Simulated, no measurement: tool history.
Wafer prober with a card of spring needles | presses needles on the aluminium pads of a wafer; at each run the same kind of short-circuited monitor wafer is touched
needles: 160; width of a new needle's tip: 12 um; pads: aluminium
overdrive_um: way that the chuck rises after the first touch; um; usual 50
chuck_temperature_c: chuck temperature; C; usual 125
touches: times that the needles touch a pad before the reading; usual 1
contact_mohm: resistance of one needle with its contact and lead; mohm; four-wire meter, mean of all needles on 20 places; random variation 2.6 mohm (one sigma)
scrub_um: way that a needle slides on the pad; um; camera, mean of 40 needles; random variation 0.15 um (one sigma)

{"run": 1, "hour": 0.0, "overdrive_um": 50, "chuck_temperature_c": 125, "touches": 1, "contact_mohm": 394, "scrub_um": 12.43}
{"hour": 2.8, "done": "tips cleaned on abrasive film"}
{"hour": 13.7, "done": "tips cleaned on abrasive film"}
{"hour": 27.2, "done": "tips cleaned on abrasive film"}
{"hour": 40.1, "done": "tips cleaned on abrasive film"}
{"hour": 51.2, "done": "tips cleaned on abrasive film"}
{"run": 2, "hour": 51.2, "overdrive_um": 50, "chuck_temperature_c": 125, "touches": 1, "contact_mohm": 308, "scrub_um": 11.58}
{"hour": 64.3, "done": "tips cleaned on abrasive film"}
{"run": 3, "hour": 74.7, "overdrive_um": 50, "chuck_temperature_c": 125, "touches": 1, "contact_mohm": 426, "scrub_um": 11.63}
{"hour": 77.5, "done": "tips cleaned on abrasive film"}
{"hour": 91.0, "done": "tips cleaned on abrasive film"}
{"hour": 103.6, "done": "tips cleaned on abrasive film"}
{"run": 4, "hour": 104.6, "overdrive_um": 50, "chuck_temperature_c": 125, "touches": 1, "contact_mohm": 330, "scrub_um": 11.6}
{"hour": 114.5, "done": "tips cleaned on abrasive film"}
{"hour": 127.8, "done": "tips cleaned on abrasive film"}
{"hour": 141.3, "done": "tips cleaned on abrasive film"}
{"run": 5, "hour": 146.9, "overdrive_um": 50, "chuck_temperature_c": 125, "touches": 1, "contact_mohm": 394, "scrub_um": 11.55}
{"hour": 152.4, "done": "tips cleaned on abrasive film"}
{"hour": 165.9, "done": "tips cleaned on abrasive film"}
{"run": 6, "hour": 170.6, "overdrive_um": 65, "chuck_temperature_c": 125, "touches": 1, "contact_mohm": 331, "scrub_um": 15.28}
{"hour": 178.8, "done": "tips cleaned on abrasive film"}
{"hour": 189.6, "done": "tips cleaned on abrasive film"}
{"hour": 202.9, "done": "tips cleaned on abrasive film"}
{"hour": 214.6, "done": "tips cleaned on abrasive film"}
{"run": 7, "hour": 214.6, "overdrive_um": 65, "chuck_temperature_c": 125, "touches": 1, "contact_mohm": 306, "scrub_um": 15.13}
{"hour": 225.5, "done": "tips cleaned on abrasive film"}
{"hour": 238.5, "done": "tips cleaned on abrasive film"}
{"hour": 249.3, "done": "tips cleaned on abrasive film"}
{"run": 8, "hour": 256.8, "overdrive_um": 65, "chuck_temperature_c": 125, "touches": 1, "contact_mohm": 366, "scrub_um": 15.26}
{"hour": 262.1, "done": "tips cleaned on abrasive film"}
{"hour": 275.1, "done": "tips cleaned on abrasive film"}
{"hour": 282.7, "done": "tips cleaned on abrasive film, once more"}
{"hour": 287.8, "done": "height of the first contact set anew"}
{"hour": 295.8, "done": "tips cleaned on abrasive film"}
{"run": 9, "hour": 298.3, "overdrive_um": 33, "chuck_temperature_c": 125, "touches": 1, "contact_mohm": 404, "scrub_um": 8.98}
{"hour": 308.8, "done": "tips cleaned on abrasive film"}
{"hour": 319.7, "done": "tips cleaned on abrasive film"}
{"hour": 333.1, "done": "tips cleaned on abrasive film"}
{"hour": 344.8, "done": "tips cleaned on abrasive film"}
{"run": 10, "hour": 344.8, "overdrive_um": 33, "chuck_temperature_c": 125, "touches": 1, "contact_mohm": 334, "scrub_um": 8.89}
{"hour": 358.4, "done": "tips cleaned on abrasive film"}
{"hour": 369.3, "done": "tips cleaned on abrasive film"}
{"hour": 382.7, "done": "tips cleaned on abrasive film"}
{"hour": 395.3, "done": "tips cleaned on abrasive film"}
{"run": 11, "hour": 395.3, "overdrive_um": 50, "chuck_temperature_c": 108, "touches": 1, "contact_mohm": 303, "scrub_um": 13.61}
{"hour": 408.9, "done": "tips cleaned on abrasive film"}
{"run": 12, "hour": 418.3, "overdrive_um": 50, "chuck_temperature_c": 108, "touches": 1, "contact_mohm": 393, "scrub_um": 13.2}
{"hour": 421.1, "done": "tips cleaned on abrasive film"}
{"hour": 434.0, "done": "tips cleaned on abrasive film"}
{"run": 13, "hour": 442.7, "overdrive_um": 50, "chuck_temperature_c": 108, "touches": 1, "contact_mohm": 402, "scrub_um": 13.35}
{"hour": 445.4, "done": "tips cleaned on abrasive film"}
{"hour": 458.9, "done": "tips cleaned on abrasive film"}
{"hour": 469.8, "done": "tips cleaned on abrasive film"}
{"hour": 483.1, "done": "tips cleaned on abrasive film"}
{"hour": 494.1, "done": "tips cleaned on abrasive film"}
{"run": 14, "hour": 494.1, "overdrive_um": 50, "chuck_temperature_c": 125, "touches": 1, "contact_mohm": 314, "scrub_um": 13.13}
{"hour": 507.6, "done": "tips cleaned on abrasive film"}
{"hour": 520.9, "done": "tips cleaned on abrasive film"}
{"hour": 531.8, "done": "tips cleaned on abrasive film"}
{"hour": 544.2, "done": "tips cleaned on abrasive film"}
{"run": 15, "hour": 544.2, "overdrive_um": 50, "chuck_temperature_c": 125, "touches": 1, "contact_mohm": 308, "scrub_um": 13.02}
{"hour": 557.8, "done": "tips cleaned on abrasive film"}
{"hour": 571.4, "done": "tips cleaned on abrasive film"}
{"run": 16, "hour": 574.4, "overdrive_um": 50, "chuck_temperature_c": 125, "touches": 1, "contact_mohm": 346, "scrub_um": 13.32}
{"hour": 582.4, "done": "tips cleaned on abrasive film"}
{"hour": 593.3, "done": "tips cleaned on abrasive film"}
{"run": 17, "hour": 599.6, "overdrive_um": 31, "chuck_temperature_c": 109, "touches": 3, "contact_mohm": 408, "scrub_um": 7.64}
{"hour": 605.1, "done": "tips cleaned on abrasive film"}
{"hour": 618.5, "done": "tips cleaned on abrasive film"}
{"hour": 631.5, "done": "tips cleaned on abrasive film"}
{"hour": 642.4, "done": "tips cleaned on abrasive film"}
{"run": 18, "hour": 648.7, "overdrive_um": 31, "chuck_temperature_c": 109, "touches": 3, "contact_mohm": 408, "scrub_um": 7.33}
{"hour": 654.1, "done": "tips cleaned on abrasive film"}
{"hour": 666.0, "done": "tips cleaned on abrasive film"}
{"hour": 676.8, "done": "tips cleaned on abrasive film"}
{"run": 19, "hour": 679.4, "overdrive_um": 31, "chuck_temperature_c": 109, "touches": 3, "contact_mohm": 371, "scrub_um": 7.47}
{"hour": 690.2, "done": "tips cleaned on abrasive film"}
{"hour": 703.7, "done": "tips cleaned on abrasive film"}
{"run": 20, "hour": 706.3, "overdrive_um": 31, "chuck_temperature_c": 109, "touches": 3, "contact_mohm": 373, "scrub_um": 7.31}
{"hour": 717.2, "done": "tips cleaned on abrasive film"}
{"hour": 728.0, "done": "tips cleaned on abrasive film"}
{"run": 21, "hour": 734.2, "overdrive_um": 39, "chuck_temperature_c": 31, "touches": 1, "contact_mohm": 452, "scrub_um": 9.63}
{"hour": 739.7, "done": "tips cleaned on abrasive film"}
{"hour": 750.6, "done": "tips cleaned on abrasive film"}
{"hour": 763.5, "done": "tips cleaned on abrasive film"}
{"hour": 777.0, "done": "tips cleaned on abrasive film"}
{"run": 22, "hour": 781.3, "overdrive_um": 39, "chuck_temperature_c": 31, "touches": 1, "contact_mohm": 431, "scrub_um": 9.51}
{"hour": 789.4, "done": "tips cleaned on abrasive film"}
{"hour": 802.9, "done": "tips cleaned on abrasive film"}
{"hour": 816.3, "done": "tips cleaned on abrasive film"}
{"run": 23, "hour": 821.4, "overdrive_um": 31, "chuck_temperature_c": 125, "touches": 1, "contact_mohm": 555, "scrub_um": 7.49}
{"hour": 829.6, "done": "tips cleaned on abrasive film"}
{"hour": 842.9, "done": "tips cleaned on abrasive film"}
{"run": 24, "hour": 852.4, "overdrive_um": 69, "chuck_temperature_c": 33, "touches": 3, "contact_mohm": 294, "scrub_um": 17.65}
{"hour": 855.2, "done": "tips cleaned on abrasive film"}
{"hour": 868.3, "done": "tips cleaned on abrasive film"}
{"hour": 881.2, "done": "tips cleaned on abrasive film"}
{"hour": 894.3, "done": "tips cleaned on abrasive film"}
{"run": 25, "hour": 902.2, "overdrive_um": 39, "chuck_temperature_c": 82, "touches": 1, "contact_mohm": 503, "scrub_um": 9.4}
{"hour": 907.2, "done": "tips cleaned on abrasive film"}
{"hour": 920.4, "done": "tips cleaned on abrasive film"}
{"run": 26, "hour": 930.9, "overdrive_um": 39, "chuck_temperature_c": 82, "touches": 1, "contact_mohm": 600, "scrub_um": 9.06}
{"hour": 933.7, "done": "tips cleaned on abrasive film"}
{"hour": 947.2, "done": "tips cleaned on abrasive film"}
{"run": 27, "hour": 957.1, "overdrive_um": 39, "chuck_temperature_c": 82, "touches": 1, "contact_mohm": 593, "scrub_um": 9.34}
{"hour": 959.9, "done": "tips cleaned on abrasive film"}
{"hour": 973.3, "done": "tips cleaned on abrasive film"}
{"run": 28, "hour": 978.7, "overdrive_um": 39, "chuck_temperature_c": 82, "touches": 1, "contact_mohm": 465, "scrub_um": 9.28}
{"hour": 984.2, "done": "tips cleaned on abrasive film"}
{"hour": 995.1, "done": "tips cleaned on abrasive film"}
{"hour": 1007.6, "done": "tips cleaned on abrasive film"}
{"run": 29, "hour": 1009.4, "overdrive_um": 44, "chuck_temperature_c": 28, "touches": 2, "contact_mohm": 326, "scrub_um": 10.48}

Forecast each of these 3 alternatives for the next run:
{"hour": 1019.8, "done": "tips cleaned on abrasive film"}
{"hour": 1033.2, "done": "tips cleaned on abrasive film"}
{"run": "A", "hour": 1033.8, "overdrive_um": 44, "chuck_temperature_c": 28, "touches": 3, "contact_mohm": "?", "scrub_um": "?"}
{"hour": 1019.8, "done": "tips cleaned on abrasive film"}
{"hour": 1033.2, "done": "tips cleaned on abrasive film"}
{"run": "B", "hour": 1033.8, "overdrive_um": 65, "chuck_temperature_c": 49, "touches": 2, "contact_mohm": "?", "scrub_um": "?"}
{"hour": 1019.8, "done": "tips cleaned on abrasive film"}
{"hour": 1033.2, "done": "tips cleaned on abrasive film"}
{"run": "C", "hour": 1033.8, "overdrive_um": 44, "chuck_temperature_c": 28, "touches": 2, "contact_mohm": "?", "scrub_um": "?"}

run=A contact_mohm=292 scrub_um=10.32
run=B contact_mohm=286 scrub_um=16.02
run=C contact_mohm=296 scrub_um=10.31
Without the tool's hidden state the same runs would have given:
run=A contact_mohm=266 scrub_um=12.07
run=B contact_mohm=269 scrub_um=17.76
run=C contact_mohm=262 scrub_um=12.04
